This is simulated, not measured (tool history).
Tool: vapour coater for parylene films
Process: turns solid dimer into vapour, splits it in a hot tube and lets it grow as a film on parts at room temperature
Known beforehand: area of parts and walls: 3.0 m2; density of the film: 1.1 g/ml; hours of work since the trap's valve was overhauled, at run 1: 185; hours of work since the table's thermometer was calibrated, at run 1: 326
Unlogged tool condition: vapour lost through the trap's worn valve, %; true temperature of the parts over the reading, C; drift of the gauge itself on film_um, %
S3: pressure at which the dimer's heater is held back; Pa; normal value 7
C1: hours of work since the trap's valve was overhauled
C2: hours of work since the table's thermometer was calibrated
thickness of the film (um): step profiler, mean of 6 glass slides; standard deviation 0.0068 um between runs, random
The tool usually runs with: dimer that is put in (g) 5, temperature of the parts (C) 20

run 1 hour=0 | dimer_that_is_put_in_(g)=5 temperature_of_the_parts_(C)=20 S3=7 | C1=185 C2=326 | thickness_of_the_film_(um)=0.88
run 2 hour=7.6 | dimer_that_is_put_in_(g)=5 temperature_of_the_parts_(C)=20 S3=7 | C1=190 C2=331 | thickness_of_the_film_(um)=0.863
run 3 hour=23.3 | dimer_that_is_put_in_(g)=5 temperature_of_the_parts_(C)=20 S3=7 | C1=201 C2=342 | thickness_of_the_film_(um)=0.876
run 4 hour=39.7 | dimer_that_is_put_in_(g)=5 temperature_of_the_parts_(C)=20 S3=7 | C1=212 C2=353 | thickness_of_the_film_(um)=0.873
run 5 hour=51.3 | dimer_that_is_put_in_(g)=5 temperature_of_the_parts_(C)=20 S3=7 | C1=220 C2=361 | thickness_of_the_film_(um)=0.88
run 6 hour=66.8 | dimer_that_is_put_in_(g)=5 temperature_of_the_parts_(C)=20 S3=7 | C1=230 C2=371 | thickness_of_the_film_(um)=0.868
run 7 hour=76.1 | dimer_that_is_put_in_(g)=4 temperature_of_the_parts_(C)=20 S3=7 | C1=236 C2=377 | thickness_of_the_film_(um)=0.694
run 8 hour=83.4 | dimer_that_is_put_in_(g)=4 temperature_of_the_parts_(C)=24 S3=7 | C1=241 C2=382 | thickness_of_the_film_(um)=0.597
run 9 hour=94.7 | dimer_that_is_put_in_(g)=4 temperature_of_the_parts_(C)=24 S3=7 | C1=249 C2=390 | thickness_of_the_film_(um)=0.593
run 10 hour=106.4 | dimer_that_is_put_in_(g)=4 temperature_of_the_parts_(C)=24 S3=7 | C1=257 C2=398 | thickness_of_the_film_(um)=0.58
run 11 hour=124.1 | dimer_that_is_put_in_(g)=4 temperature_of_the_parts_(C)=24 S3=7 | C1=269 C2=410 | thickness_of_the_film_(um)=0.595
run 12 hour=132.5 | dimer_that_is_put_in_(g)=5 temperature_of_the_parts_(C)=24 S3=7 | C1=274 C2=415 | thickness_of_the_film_(um)=0.743
run 13 hour=144.7 | dimer_that_is_put_in_(g)=5 temperature_of_the_parts_(C)=24 S3=7 | C1=283 C2=424 | thickness_of_the_film_(um)=0.735
run 14 hour=161.7 | dimer_that_is_put_in_(g)=5 temperature_of_the_parts_(C)=20 S3=5.36 | C1=294 C2=435 | thickness_of_the_film_(um)=0.912
run 15 hour=170.5 | dimer_that_is_put_in_(g)=2 temperature_of_the_parts_(C)=16 S3=4.2 | C1=300 C2=441 | thickness_of_the_film_(um)=0.454
run 16 hour=184.7 | dimer_that_is_put_in_(g)=5 temperature_of_the_parts_(C)=16 S3=2.96 | C1=310 C2=450 | thickness_of_the_film_(um)=1.17
run 17 hour=198 | dimer_that_is_put_in_(g)=5 temperature_of_the_parts_(C)=17 S3=2.96 | C1=319 C2=459 | thickness_of_the_film_(um)=1.105
run 18 hour=209.5 | dimer_that_is_put_in_(g)=4 temperature_of_the_parts_(C)=14 S3=3.6 | C1=326 C2=467 | thickness_of_the_film_(um)=0.977
run 19 hour=220.8 | dimer_that_is_put_in_(g)=9 temperature_of_the_parts_(C)=25 S3=7.52 | C1=334 C2=475 | thickness_of_the_film_(um)=1.276
run 20 hour=229.3 | dimer_that_is_put_in_(g)=2 temperature_of_the_parts_(C)=16 S3=6.92 | C1=340 C2=480 | thickness_of_the_film_(um)=0.419
run 21 hour=240 | dimer_that_is_put_in_(g)=2 temperature_of_the_parts_(C)=16 S3=6.92 | C1=347 C2=488 | thickness_of_the_film_(um)=0.42
run 22 hour=254.8 | dimer_that_is_put_in_(g)=4 temperature_of_the_parts_(C)=28 S3=7 | C1=357 C2=498 | thickness_of_the_film_(um)=0.516
run 23 hour=271.4 | dimer_that_is_put_in_(g)=6 temperature_of_the_parts_(C)=16 S3=11.02 | C1=368 C2=509 | thickness_of_the_film_(um)=1.151
run 24 hour=289.2 | dimer_that_is_put_in_(g)=6 temperature_of_the_parts_(C)=16 S3=11.02 | C1=380 C2=521 | thickness_of_the_film_(um)=1.147
run 25 hour=305.2 | dimer_that_is_put_in_(g)=4 temperature_of_the_parts_(C)=20 S3=7 | C1=391 C2=532 | thickness_of_the_film_(um)=0.693
run 26 hour=317.7 | dimer_that_is_put_in_(g)=3 temperature_of_the_parts_(C)=28 S3=7 | C1=399 C2=540 | thickness_of_the_film_(um)=0.386
-- hour=327.6 trap's valve overhauled
run 27 hour=331.2 | dimer_that_is_put_in_(g)=2 temperature_of_the_parts_(C)=32 S3=6.51 | C1=2 C2=546 | thickness_of_the_film_(um)=0.225

3 options for the next run, each taken on its own from the tool as it stands now. Forecast them:
run A hour=339 | dimer_that_is_put_in_(g)=2 temperature_of_the_parts_(C)=15 S3=3.54 | C1=8 C2=552 | thickness_of_the_film_(um)=?
run B hour=339 | dimer_that_is_put_in_(g)=4 temperature_of_the_parts_(C)=21 S3=10.64 | C1=8 C2=552 | thickness_of_the_film_(um)=?
run C hour=339 | dimer_that_is_put_in_(g)=4 temperature_of_the_parts_(C)=20 S3=7 | C1=8 C2=552 | thickness_of_the_film_(um)=?

run=A thickness_of_the_film_(um)=0.467
run=B thickness_of_the_film_(um)=0.62
run=C thickness_of_the_film_(um)=0.705
The same runs, with their run-to-run variation unchanged, on a tool lacking any hidden condition would have given:
run=A thickness_of_the_film_(um)=0.467
run=B thickness_of_the_film_(um)=0.619
run=C thickness_of_the_film_(um)=0.705
